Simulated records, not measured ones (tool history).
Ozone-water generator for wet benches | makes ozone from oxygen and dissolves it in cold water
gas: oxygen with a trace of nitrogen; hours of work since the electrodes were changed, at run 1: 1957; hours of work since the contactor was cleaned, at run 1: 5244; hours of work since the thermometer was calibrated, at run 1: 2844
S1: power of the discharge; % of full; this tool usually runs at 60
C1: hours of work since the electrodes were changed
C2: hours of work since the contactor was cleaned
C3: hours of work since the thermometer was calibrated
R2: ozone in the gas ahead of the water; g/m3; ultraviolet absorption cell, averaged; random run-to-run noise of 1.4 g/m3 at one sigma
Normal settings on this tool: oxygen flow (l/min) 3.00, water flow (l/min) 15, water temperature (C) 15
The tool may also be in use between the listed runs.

Run 1, day 0.000: usual settings; C1 1957; C2 5244; C3 2844. Result: dissolved ozone (ppm) 20.2, R2 252.1 g/m3.
Run 2, day 2.142: usual settings; C1 1992; C2 5280; C3 2880. Result: dissolved ozone (ppm) 19.9, R2 252.3 g/m3.
Run 3, day 3.775: usual settings; C1 2020; C2 5307; C3 2907. Result: dissolved ozone (ppm) 19.9, R2 251.3 g/m3.
Run 4, day 5.583: usual settings; C1 2050; C2 5337; C3 2938. Result: dissolved ozone (ppm) 19.8, R2 253.0 g/m3.
Run 5, day 7.904: usual settings; C1 2089; C2 5376; C3 2976. Result: dissolved ozone (ppm) 19.8, R2 252.7 g/m3.
Run 6, day 10.629: usual settings; C1 2134; C2 5422; C3 3022. Result: dissolved ozone (ppm) 20.0, R2 250.3 g/m3.
Run 7, day 13.650: usual settings; C1 2185; C2 5472; C3 3072. Result: dissolved ozone (ppm) 19.8, R2 252.3 g/m3.
Run 8, day 15.862: usual settings but S1 48 % of full; C1 2222; C2 5509; C3 3109. Result: dissolved ozone (ppm) 17.7, R2 225.1 g/m3.
Run 9, day 19.100: usual settings but S1 48 % of full, water temperature (C) 17; C1 2276; C2 5563; C3 3163. Result: dissolved ozone (ppm) 17.2, R2 224.6 g/m3.
Run 10, day 22.133: usual settings but S1 48 % of full, water temperature (C) 10; C1 2326; C2 5614; C3 3214. Result: dissolved ozone (ppm) 18.8, R2 227.8 g/m3.
Run 11, day 24.721: usual settings but S1 48 % of full, water temperature (C) 10; C1 2370; C2 5657; C3 3257. Result: dissolved ozone (ppm) 18.5, R2 224.4 g/m3.
Run 12, day 26.342: usual settings but S1 48 % of full, oxygen flow (l/min) 5.01, water temperature (C) 10; C1 2397; C2 5684; C3 3284. Result: dissolved ozone (ppm) 20.2, R2 179.2 g/m3.
Run 13, day 29.321: usual settings but S1 48 % of full, oxygen flow (l/min) 5.01, water temperature (C) 10; C1 2447; C2 5734; C3 3334. Result: dissolved ozone (ppm) 20.6, R2 177.7 g/m3.
Run 14, day 31.975: usual settings but S1 48 % of full, oxygen flow (l/min) 5.01, water temperature (C) 10; C1 2491; C2 5778; C3 3379. Result: dissolved ozone (ppm) 20.4, R2 179.5 g/m3.
Run 15, day 34.254: usual settings; C1 2529; C2 5816; C3 3417. Result: dissolved ozone (ppm) 20.0, R2 254.2 g/m3.
Run 16, day 37.333: usual settings; C1 2580; C2 5868; C3 3468. Result: dissolved ozone (ppm) 19.9, R2 254.5 g/m3.
Run 17, day 40.521: usual settings but S1 73 % of full, oxygen flow (l/min) 2.97, water flow (l/min) 19, water temperature (C) 12; C1 2634; C2 5921; C3 3521. Result: dissolved ozone (ppm) 17.5, R2 279.9 g/m3.
Run 18, day 43.575: usual settings but S1 98 % of full, oxygen flow (l/min) 2.92, water flow (l/min) 14, water temperature (C) 13; C1 2685; C2 5972; C3 3572. Result: dissolved ozone (ppm) 27.7, R2 326.7 g/m3.
Run 19, day 46.071: usual settings but S1 98 % of full, oxygen flow (l/min) 2.92, water flow (l/min) 14, water temperature (C) 13; C1 2726; C2 6014; C3 3614. Result: dissolved ozone (ppm) 27.7, R2 325.5 g/m3.
Run 20, day 49.292: usual settings but S1 98 % of full, oxygen flow (l/min) 2.92, water flow (l/min) 14, water temperature (C) 13; C1 2780; C2 6068; C3 3668. Result: dissolved ozone (ppm) 28.1, R2 326.0 g/m3.
Run 21, day 51.038: usual settings but S1 55 % of full, oxygen flow (l/min) 2.83, water temperature (C) 19; C1 2809; C2 6097; C3 3697. Result: dissolved ozone (ppm) 18.1, R2 247.4 g/m3.
Run 22, day 53.546: usual settings but S1 65 % of full, water temperature (C) 8; C1 2851; C2 6139; C3 3739. Result: dissolved ozone (ppm) 22.1, R2 263.3 g/m3.
Run 23, day 56.529: usual settings but S1 65 % of full, water temperature (C) 8; C1 2901; C2 6189; C3 3789. Result: dissolved ozone (ppm) 22.3, R2 266.5 g/m3.
Run 24, day 58.133: usual settings but S1 65 % of full, water temperature (C) 8; C1 2928; C2 6215; C3 3816. Result: dissolved ozone (ppm) 22.3, R2 264.0 g/m3.
Run 25, day 59.758: usual settings but S1 52 % of full, oxygen flow (l/min) 2.89; C1 2955; C2 6242; C3 3843. Result: dissolved ozone (ppm) 18.4, R2 241.6 g/m3.
Run 26, day 62.646: usual settings but S1 89 % of full, oxygen flow (l/min) 2.35, water flow (l/min) 10, water temperature (C) 8; C1 3003; C2 6291; C3 3891. Result: dissolved ozone (ppm) 38.0, R2 344.4 g/m3.
Run 27, day 64.367: usual settings but S1 44 % of full, oxygen flow (l/min) 2.35, water flow (l/min) 10, water temperature (C) 8; C1 3032; C2 6319; C3 3920. Result: dissolved ozone (ppm) 26.1, R2 240.7 g/m3.
Run 28, day 66.338: usual settings but S1 47 % of full, water temperature (C) 12; C1 3065; C2 6352; C3 3953. Result: dissolved ozone (ppm) 18.4, R2 221.9 g/m3.
Run 29, day 68.417: usual settings but S1 81 % of full, oxygen flow (l/min) 4.50, water temperature (C) 12; C1 3100; C2 6387; C3 3987. Result: dissolved ozone (ppm) 25.5, R2 245.5 g/m3.
Run 30, day 70.800: usual settings but oxygen flow (l/min) 1.92, water flow (l/min) 18; C1 3140; C2 6427; C3 4027. Result: dissolved ozone (ppm) 14.6, R2 306.0 g/m3.
Run 31, day 72.392: usual settings but oxygen flow (l/min) 1.92, water flow (l/min) 18; C1 3166; C2 6454; C3 4054. Result: dissolved ozone (ppm) 14.6, R2 309.6 g/m3.
Run 32, day 74.104: usual settings but oxygen flow (l/min) 1.77, water flow (l/min) 18; C1 3195; C2 6482; C3 4082. Result: dissolved ozone (ppm) 14.2, R2 321.8 g/m3.

Alternative continuations, all from the tool just after run 32; predict every row:
Run A, day 76.575: usual settings but S1 40 % of full, water flow (l/min) 12; C1 3236; C2 6523; C3 4124. Result: dissolved ozone (ppm) ?, R2 ?.
Run B, day 76.575: usual settings but S1 99 % of full, oxygen flow (l/min) 1.77, water flow (l/min) 21; C1 3236; C2 6523; C3 4124. Result: dissolved ozone (ppm) ?, R2 ?.
Run C, day 76.575: usual settings but S1 92 % of full, oxygen flow (l/min) 1.77, water flow (l/min) 13, water temperature (C) 20; C1 3236; C2 6523; C3 4124. Result: dissolved ozone (ppm) ?, R2 ?.
Run D, day 76.575: usual settings but oxygen flow (l/min) 1.87, water flow (l/min) 11, water temperature (C) 19; C1 3236; C2 6523; C3 4124. Result: dissolved ozone (ppm) ?, R2 ?.

run  dissolved ozone (ppm)     R2
  A                   20.4  206.9
  B                   15.1  413.9
  C                   24.1  394.0
  D                   24.0  313.2
What these runs would have given with no unlogged condition in the tool:
run  dissolved ozone (ppm)     R2
  A                   20.4  207.0
  B                   15.1  414.1
  C                   24.1  394.2
  D                   24.0  313.4
